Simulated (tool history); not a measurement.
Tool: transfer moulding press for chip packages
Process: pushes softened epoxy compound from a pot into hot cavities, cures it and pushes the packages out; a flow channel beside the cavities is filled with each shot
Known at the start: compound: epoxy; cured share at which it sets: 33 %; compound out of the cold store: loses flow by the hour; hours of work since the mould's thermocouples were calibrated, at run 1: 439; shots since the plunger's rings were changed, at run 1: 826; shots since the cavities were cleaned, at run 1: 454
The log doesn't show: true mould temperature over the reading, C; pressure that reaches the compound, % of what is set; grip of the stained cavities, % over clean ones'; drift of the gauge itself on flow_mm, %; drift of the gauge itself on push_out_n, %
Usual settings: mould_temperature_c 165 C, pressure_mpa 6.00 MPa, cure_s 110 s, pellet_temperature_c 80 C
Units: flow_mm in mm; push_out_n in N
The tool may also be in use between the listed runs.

run,hour,mould_temperature_c,pressure_mpa,cure_s,pellet_temperature_c,hours of work since the mould's thermocouples were calibrated,shots since the plunger's rings were changed,shots since the cavities were cleaned,incoming compound's hours out of the cold store,flow_mm,push_out_n
1,0.0,165,6.00,110,80,439,826,454,38.3,692,544
# hour 6.2: cavities cleaned with cleaning compound and waxed
2,21.2,165,6.00,110,80,453,1041,164,14.5,781,488
3,42.2,165,6.00,110,80,467,1270,393,43.4,678,571
# hour 54.5: cavities cleaned with cleaning compound and waxed
4,58.2,165,6.00,110,80,478,1428,40,40.4,686,438
5,78.5,165,6.00,110,80,492,1649,261,9.8,785,528
6,99.0,165,6.00,110,80,506,1872,484,16.4,757,570
# hour 101.7: cavities cleaned with cleaning compound and waxed
7,125.8,162,6.00,110,80,524,2148,262,27.8,722,564
8,143.2,162,6.00,110,80,536,2338,452,13.6,776,601
# hour 149.7: cavities cleaned with cleaning compound and waxed
9,159.3,162,6.00,110,80,547,2497,105,25.5,730,524
10,185.1,162,6.00,110,80,565,2778,386,16.7,755,591
# hour 198.2: cavities cleaned with cleaning compound and waxed
11,211.1,162,6.00,110,80,582,3045,141,41.8,672,503
12,224.6,162,6.00,110,80,591,3192,288,31.2,706,548
13,240.8,162,6.00,110,83,603,3368,464,13.9,756,611
# hour 245.7: cavities cleaned with cleaning compound and waxed
14,262.1,162,6.00,110,83,617,3583,178,36.3,682,532
15,286.9,162,6.00,110,83,634,3854,449,43.9,652,587
# hour 294.1: cavities cleaned with cleaning compound and waxed
16,314.5,162,6.00,110,83,653,4139,223,9.7,767,570
17,331.6,159,6.00,110,80,665,4325,409,26.5,716,662
# hour 342.1: cavities cleaned with cleaning compound and waxed
18,345.1,159,6.00,110,80,673,4455,32,12.2,755,522
19,356.7,159,6.00,110,80,681,4582,159,43.7,652,562
20,374.3,159,4.67,110,81,694,4774,351,8.2,680,658
# hour 390.9: cavities cleaned with cleaning compound and waxed
21,399.8,159,4.67,110,81,710,5035,97,47.2,561,509
22,411.9,162,6.40,138,81,719,5167,229,35.1,682,496
23,423.9,162,6.40,138,81,727,5298,360,18.7,741,524
# hour 438.7: cavities cleaned with cleaning compound and waxed
24,442.5,162,4.75,138,81,739,5484,42,9.0,658,415
25,454.7,162,4.75,138,81,748,5617,175,40.6,573,465
26,467.2,162,4.61,138,77,757,5753,311,45.8,549,530
# hour 486.1: cavities cleaned with cleaning compound and waxed
27,488.2,161,6.80,117,77,770,5965,23,45.6,662,450
# hour 496.0: plunger's sealing rings changed
28,503.0,161,6.80,117,77,779,76,157,18.9,844,516

Forecast each of these 3 alternatives for the next run:
# hour 524.7: mould's thermocouples calibrated
A,529.8,161,6.44,149,77,4,347,428,11.2,?,?
# hour 524.7: mould's thermocouples calibrated
B,529.8,161,4.86,117,89,4,347,428,28.8,?,?
# hour 524.7: mould's thermocouples calibrated
C,529.8,161,5.19,117,77,4,347,428,9.2,?,?

run,flow_mm,push_out_n
A,850,529
B,674,622
C,767,614
Without the tool's hidden state the same runs would have given:
run,flow_mm,push_out_n
A,857,381
B,679,449
C,772,443
